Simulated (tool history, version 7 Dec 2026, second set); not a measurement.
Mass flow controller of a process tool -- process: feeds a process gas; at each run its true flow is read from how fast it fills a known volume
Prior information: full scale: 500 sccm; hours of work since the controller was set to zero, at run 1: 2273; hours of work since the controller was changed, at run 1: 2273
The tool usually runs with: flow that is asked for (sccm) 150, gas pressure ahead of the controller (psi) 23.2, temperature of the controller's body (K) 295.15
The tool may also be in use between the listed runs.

run	hour	flow that is asked for (sccm)	gas pressure ahead of the controller (psi)	temperature of the controller's body (K)	hours of work since the controller was set to zero	hours of work since the controller was changed	true flow (%)
1	0.0	150	23.2	295.15	2273	2273	101.97
2	161.6	150	23.2	295.15	2353	2353	101.92
3	311.4	150	23.2	295.15	2427	2427	102.09
4	537.3	150	23.2	295.15	2539	2539	102.10
5	762.6	150	23.2	304.15	2651	2651	101.88
6	949.6	150	23.2	304.15	2744	2744	101.88
7	1088.9	378	23.2	295.15	2813	2813	101.49
8	1237.6	150	35.5	295.15	2886	2886	102.13
9	1426.1	150	35.5	295.15	2980	2980	102.38
10	1604.6	150	35.5	295.15	3069	3069	102.31
11	1840.4	150	35.5	295.15	3186	3186	102.42
12	1977.7	150	35.5	295.15	3254	3254	102.44
13	2151.1	150	20.9	295.15	3340	3340	102.86
14	2283.4	150	23.2	295.15	3405	3405	102.59
15	2468.2	150	23.2	295.15	3497	3497	102.91
16	2667.9	150	23.2	295.15	3596	3596	102.96
17	2921.6	67	23.2	295.15	3722	3722	105.73
18	3088.7	202	20.9	305.15	3805	3805	102.36
# hour 3105.3: controller's zero set anew
19	3221.0	51	21.0	300.15	57	3870	108.15
20	3495.6	153	20.5	307.15	194	4006	103.20
21	3710.7	153	20.5	307.15	300	4113	103.24
22	3843.1	153	20.5	307.15	366	4179	103.23
23	4140.3	153	20.5	307.15	513	4326	103.39
24	4342.7	325	20.5	307.15	614	4427	102.13
25	4542.5	325	20.5	307.15	713	4526	102.13
# hour 4711.9: controller's zero set anew, once more
26	4758.8	86	26.8	313.15	23	4633	100.37
27	4903.7	188	23.2	301.15	95	4705	101.07
28	5033.2	215	20.3	305.15	159	4769	101.00
29	5202.4	215	20.3	305.15	243	4853	101.08
30	5457.6	215	20.3	305.15	370	4979	101.18
31	5730.9	215	25.1	305.15	505	5115	101.19
32	5944.0	150	20.6	308.15	611	5221	101.04
33	6140.8	129	24.1	297.15	709	5318	101.80

For some of the steps in true flow (%) from one run to the next: how much would appear even if the tool had no hidden state, given the settings, what came in and random variation, and how much remains for the hidden state plus any gauge scatter that the measured result and the result without hidden state don't share?
The hidden state here: flow at rest that the sensor doesn't see, % of full scale; true flow over the shown one, %; drift of the gauge itself on true_pct, %.
Run 17 -> 18: flow that is asked for (sccm) 67 -> 202, gas pressure ahead of the controller (psi) 23.2 -> 20.9, temperature of the controller's body (K) 295.15 -> 305.15. true flow (%) -3.37: hidden state -3.13, all else -0.24.
Run 18 -> 19: flow that is asked for (sccm) 202 -> 51, gas pressure ahead of the controller (psi) 20.9 -> 21.0, temperature of the controller's body (K) 305.15 -> 300.15, controller's zero set anew. true flow (%) +5.79: hidden state +5.71, all else +0.08.
Run 19 -> 20: flow that is asked for (sccm) 51 -> 153, gas pressure ahead of the controller (psi) 21.0 -> 20.5, temperature of the controller's body (K) 300.15 -> 307.15. true flow (%) -4.95: hidden state -4.77, all else -0.18.
